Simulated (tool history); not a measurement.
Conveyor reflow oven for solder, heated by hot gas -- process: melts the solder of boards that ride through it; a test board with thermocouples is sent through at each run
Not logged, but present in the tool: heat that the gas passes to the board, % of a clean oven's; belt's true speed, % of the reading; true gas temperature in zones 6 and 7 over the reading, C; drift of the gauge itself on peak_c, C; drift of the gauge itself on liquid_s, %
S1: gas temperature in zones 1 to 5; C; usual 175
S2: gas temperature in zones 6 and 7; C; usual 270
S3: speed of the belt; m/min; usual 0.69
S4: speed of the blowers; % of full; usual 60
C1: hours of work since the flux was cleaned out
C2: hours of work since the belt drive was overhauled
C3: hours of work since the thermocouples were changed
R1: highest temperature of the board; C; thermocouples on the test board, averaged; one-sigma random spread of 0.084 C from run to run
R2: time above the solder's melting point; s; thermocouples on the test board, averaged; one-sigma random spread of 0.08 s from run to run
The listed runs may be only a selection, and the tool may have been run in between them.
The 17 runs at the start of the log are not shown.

| run | hour | S1 | S2 | S3 | S4 | C1 | C2 | C3 | R1 | R2 |
|---|---|---|---|---|---|---|---|---|---|---|
| 18 | 191.6 | 174 | 261 | 0.69 | 56 | 159 | 582 | 337 | 236.34 | 30.68 |
| 19 | 208.3 | 174 | 261 | 0.69 | 56 | 171 | 593 | 348 | 236.19 | 30.66 |
| 20 | 224.4 | 174 | 261 | 0.69 | 56 | 182 | 605 | 360 | 236.39 | 30.47 |
| 21 | 235.8 | 174 | 261 | 0.69 | 56 | 190 | 613 | 367 | 236.31 | 30.61 |
| 22 | 245 | 180 | 270 | 0.69 | 53 | 196 | 619 | 374 | 243.39 | 38.5 |
| 23 | 254.3 | 175 | 276 | 0.74 | 60 | 203 | 625 | 380 | 246.72 | 36.97 |
| 24 | 269.3 | 185 | 281 | 0.74 | 60 | 213 | 636 | 391 | 253.53 | 44.24 |
| 25 | 277.1 | 175 | 284 | 0.682 | 60 | 218 | 641 | 396 | 256.84 | 47.52 |
| 26 | 290.4 | 175 | 284 | 0.682 | 60 | 228 | 650 | 405 | 256.87 | 47.48 |
| 27 | 302.2 | 167 | 284 | 0.763 | 70 | 236 | 659 | 414 | 254.24 | 38.93 |
| 28 | 312.8 | 167 | 284 | 0.763 | 70 | 243 | 666 | 421 | 254.12 | 38.81 |
|  | 327.6 | flux residue cleaned out of gas plates and filters |
| 29 | 332.9 | 178 | 271 | 0.69 | 67 | 4 | 676 | 431 | 251.7 | 45.68 |
| 30 | 342.8 | 190 | 271 | 0.561 | 67 | 11 | 683 | 438 | 260.2 | 67.86 |

Each row is a separate what-if for the run after 30, all from the same tool condition, not one after another. Results?
| A | 356.4 | 175 | 271 | 0.668 | 66 | 20 | 693 | 448 | ? | ? |
| B | 356.4 | 189 | 270 | 0.561 | 69 | 20 | 693 | 448 | ? | ? |
| C | 356.4 | 175 | 262 | 0.69 | 60 | 20 | 693 | 448 | ? | ? |
| D | 356.4 | 165 | 269 | 0.561 | 68 | 20 | 693 | 448 | ? | ? |
| E | 356.4 | 190 | 260 | 0.561 | 67 | 20 | 693 | 448 | ? | ? |

| run | R1 | R2 |
|---|---|---|
| A | 251.81 | 46.37 |
| B | 259.69 | 67 |
| C | 240.83 | 36 |
| D | 255.06 | 55.65 |
| E | 250.72 | 62.39 |
Stripped of hidden state, with their random variation kept, the same runs would have yielded:
| run | R1 | R2 |
|---|---|---|
| A | 250.53 | 45.25 |
| B | 258.36 | 65.89 |
| C | 239.58 | 34.67 |
| D | 253.71 | 54.41 |
| E | 249.4 | 61.13 |

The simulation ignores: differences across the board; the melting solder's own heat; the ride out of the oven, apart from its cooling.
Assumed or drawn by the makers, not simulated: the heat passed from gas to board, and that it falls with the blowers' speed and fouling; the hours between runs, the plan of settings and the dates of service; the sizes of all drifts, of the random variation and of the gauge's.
